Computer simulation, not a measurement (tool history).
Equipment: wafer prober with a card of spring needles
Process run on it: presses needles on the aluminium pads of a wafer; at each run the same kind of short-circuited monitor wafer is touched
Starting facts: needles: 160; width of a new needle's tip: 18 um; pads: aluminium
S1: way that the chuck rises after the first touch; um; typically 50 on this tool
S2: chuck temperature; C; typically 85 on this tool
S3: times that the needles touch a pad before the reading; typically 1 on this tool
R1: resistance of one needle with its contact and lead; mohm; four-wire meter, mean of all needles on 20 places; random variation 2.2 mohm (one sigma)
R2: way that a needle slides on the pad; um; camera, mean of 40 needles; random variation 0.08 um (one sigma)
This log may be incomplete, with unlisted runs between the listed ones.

run 1 hour=0.0 | S1=50 S2=85 S3=1 | R1=349 R2=11.64
-- hour=2.5 tips cleaned on abrasive film
-- hour=14.8 tips cleaned on abrasive film
-- hour=27.0 tips cleaned on abrasive film
-- hour=39.3 tips cleaned on abrasive film
-- hour=51.5 tips cleaned on abrasive film
-- hour=62.9 tips cleaned on abrasive film
run 2 hour=62.9 | S1=50 S2=85 S3=1 | R1=265 R2=11.50
-- hour=75.2 tips cleaned on abrasive film
-- hour=87.4 tips cleaned on abrasive film
-- hour=99.7 tips cleaned on abrasive film
-- hour=111.9 tips cleaned on abrasive film
run 3 hour=116.9 | S1=50 S2=85 S3=1 | R1=310 R2=11.42
-- hour=121.8 tips cleaned on abrasive film
-- hour=134.1 tips cleaned on abrasive film
-- hour=143.9 tips cleaned on abrasive film
-- hour=156.1 tips cleaned on abrasive film
-- hour=168.4 tips cleaned on abrasive film
run 4 hour=175.1 | S1=50 S2=85 S3=1 | R1=348 R2=11.37
-- hour=180.1 tips cleaned on abrasive film
-- hour=192.3 tips cleaned on abrasive film
-- hour=202.1 tips cleaned on abrasive film
-- hour=202.4 height of the first contact set anew
run 5 hour=209.8 | S1=50 S2=85 S3=1 | R1=337 R2=11.86
-- hour=212.3 tips cleaned on abrasive film
-- hour=224.5 tips cleaned on abrasive film
-- hour=236.8 tips cleaned on abrasive film
-- hour=249.0 tips cleaned on abrasive film
-- hour=261.3 tips cleaned on abrasive film
-- hour=271.1 tips cleaned on abrasive film
run 6 hour=273.3 | S1=50 S2=85 S3=1 | R1=303 R2=11.86
-- hour=283.1 tips cleaned on abrasive film
-- hour=295.4 tips cleaned on abrasive film
-- hour=305.2 tips cleaned on abrasive film
-- hour=317.5 tips cleaned on abrasive film
-- hour=329.7 tips cleaned on abrasive film
run 7 hour=336.7 | S1=50 S2=85 S3=1 | R1=340 R2=11.51
-- hour=341.7 tips cleaned on abrasive film
-- hour=353.9 tips cleaned on abrasive film
-- hour=366.2 tips cleaned on abrasive film
-- hour=378.4 tips cleaned on abrasive film
run 8 hour=379.7 | S1=50 S2=85 S3=1 | R1=288 R2=11.51
-- hour=389.6 tips cleaned on abrasive film
-- hour=401.8 tips cleaned on abrasive film
-- hour=414.1 tips cleaned on abrasive film
-- hour=426.3 tips cleaned on abrasive film
-- hour=437.3 tips cleaned on abrasive film
run 9 hour=437.3 | S1=37 S2=43 S3=2 | R1=276 R2=8.15
-- hour=449.6 tips cleaned on abrasive film
-- hour=461.8 tips cleaned on abrasive film
-- hour=471.9 height of the first contact set anew
-- hour=474.4 tips cleaned on abrasive film
run 10 hour=480.2 | S1=50 S2=47 S3=1 | R1=324 R2=11.77
-- hour=485.2 tips cleaned on abrasive film
-- hour=497.4 tips cleaned on abrasive film
-- hour=509.7 tips cleaned on abrasive film
-- hour=521.6 tips cleaned on abrasive film
run 11 hour=521.6 | S1=34 S2=85 S3=2 | R1=294 R2=7.83
-- hour=533.8 tips cleaned on abrasive film
-- hour=546.1 tips cleaned on abrasive film
-- hour=558.3 tips cleaned on abrasive film
run 12 hour=560.6 | S1=48 S2=58 S3=2 | R1=274 R2=11.16
-- hour=570.5 tips cleaned on abrasive film
-- hour=582.7 tips cleaned on abrasive film
-- hour=592.5 tips cleaned on abrasive film
run 13 hour=596.9 | S1=56 S2=58 S3=2 | R1=273 R2=12.84
-- hour=604.3 tips cleaned on abrasive film
-- hour=616.6 tips cleaned on abrasive film
-- hour=628.8 tips cleaned on abrasive film
-- hour=641.1 tips cleaned on abrasive film
run 14 hour=642.5 | S1=48 S2=70 S3=1 | R1=290 R2=10.87
-- hour=652.3 tips cleaned on abrasive film
-- hour=664.5 tips cleaned on abrasive film
-- hour=675.9 tips cleaned on abrasive film
run 15 hour=675.9 | S1=37 S2=33 S3=3 | R1=267 R2=8.33
-- hour=688.1 tips cleaned on abrasive film
-- hour=700.4 tips cleaned on abrasive film
run 16 hour=708.1 | S1=33 S2=38 S3=1 | R1=517 R2=7.33

Predict each of these 4 candidate next runs independently; none follows another, all start after run 16:
-- hour=710.7 tips cleaned on abrasive film
-- hour=722.9 tips cleaned on abrasive film
-- hour=735.2 tips cleaned on abrasive film
-- hour=740.3 height of the first contact set anew
-- hour=747.7 tips cleaned on abrasive film
run A hour=748.3 | S1=33 S2=61 S3=1 | R1=? R2=?
-- hour=710.7 tips cleaned on abrasive film
-- hour=722.9 tips cleaned on abrasive film
-- hour=735.2 tips cleaned on abrasive film
-- hour=740.3 height of the first contact set anew
-- hour=747.7 tips cleaned on abrasive film
run B hour=748.3 | S1=42 S2=42 S3=1 | R1=? R2=?
-- hour=710.7 tips cleaned on abrasive film
-- hour=722.9 tips cleaned on abrasive film
-- hour=735.2 tips cleaned on abrasive film
-- hour=740.3 height of the first contact set anew
-- hour=747.7 tips cleaned on abrasive film
run C hour=748.3 | S1=52 S2=85 S3=2 | R1=? R2=?
-- hour=710.7 tips cleaned on abrasive film
-- hour=722.9 tips cleaned on abrasive film
-- hour=735.2 tips cleaned on abrasive film
-- hour=740.3 height of the first contact set anew
-- hour=747.7 tips cleaned on abrasive film
run D hour=748.3 | S1=57 S2=26 S3=1 | R1=? R2=?

run=A R1=313 R2=7.76
run=B R1=276 R2=9.95
run=C R1=267 R2=12.18
run=D R1=251 R2=13.42
Take away the tool's hidden state, keep each run's random variation, and the runs would have read:
run=A R1=265 R2=7.79
run=B R1=244 R2=9.98
run=C R1=250 R2=12.21
run=D R1=232 R2=13.46
